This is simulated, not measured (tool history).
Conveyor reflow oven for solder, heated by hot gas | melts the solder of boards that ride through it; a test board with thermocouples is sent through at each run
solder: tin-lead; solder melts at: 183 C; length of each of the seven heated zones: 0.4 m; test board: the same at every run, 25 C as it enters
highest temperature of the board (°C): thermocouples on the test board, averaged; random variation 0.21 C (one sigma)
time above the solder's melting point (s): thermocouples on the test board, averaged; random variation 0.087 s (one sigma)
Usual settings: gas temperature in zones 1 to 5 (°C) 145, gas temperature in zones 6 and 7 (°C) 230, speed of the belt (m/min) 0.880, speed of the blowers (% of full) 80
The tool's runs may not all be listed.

run   hour  gas temperature in zones 1 to 5 (°C)  gas temperature in zones 6 and 7 (°C)  speed of the belt (m/min)  speed of the blowers (% of full)  highest temperature of the board (°C)  time above the solder's melting point (s)
  1    0.0                                   145                                    230                      0.880                                80                                  219.5                                      44.49
  2   17.5                                   145                                    230                      0.880                                80                                  219.3                                      44.61
  3   33.4                                   145                                    230                      0.880                                80                                  219.7                                      44.54
  4   50.0                                   145                                    230                      0.880                                80                                  219.3                                      44.43
  5   65.1                                   145                                    230                      0.880                                80                                  219.2                                      44.59
      73.6  -- flux residue cleaned out of gas plates and filters
  6   89.5                                   145                                    230                      0.880                                80                                  219.1                                      44.59
  7  107.4                                   151                                    240                      0.880                                80                                  229.6                                      50.12
  8  116.6                                   145                                    243                      0.954                                52                                  221.5                                      41.29
  9  124.9                                   142                                    230                      0.880                                65                                  216.2                                      41.67
 10  135.0                                   142                                    230                      0.880                                65                                  216.1                                      41.63
 11  151.0                                   134                                    228                      0.771                                78                                  218.9                                      48.05

5 ways to go on from here, each from the tool as it stands after run 11. What would each give?
  A  170.3                                   134                                    233                      0.729                                78                                      ?                                          ?
  B  170.3                                   154                                    228                      0.771                                73                                      ?                                          ?
  C  170.3                                   134                                    228                      0.902                                53                                      ?                                          ?
  D  170.3                                   160                                    230                      0.880                                50                                      ?                                          ?
  E  170.3                                   154                                    230                      0.880                                65                                      ?                                          ?

run  highest temperature of the board (°C)  time above the solder's melting point (s)
  A                                  224.8                                      54.48
  B                                  220.3                                      54.80
  C                                  209.2                                      33.45
  D                                  215.9                                      46.89
  E                                  217.7                                      46.33
Without the tool's hidden state the same runs would have given:
run  highest temperature of the board (°C)  time above the solder's melting point (s)
  A                                  224.9                                      54.46
  B                                  220.3                                      54.78
  C                                  209.2                                      33.45
  D                                  215.9                                      46.87
  E                                  217.7                                      46.31
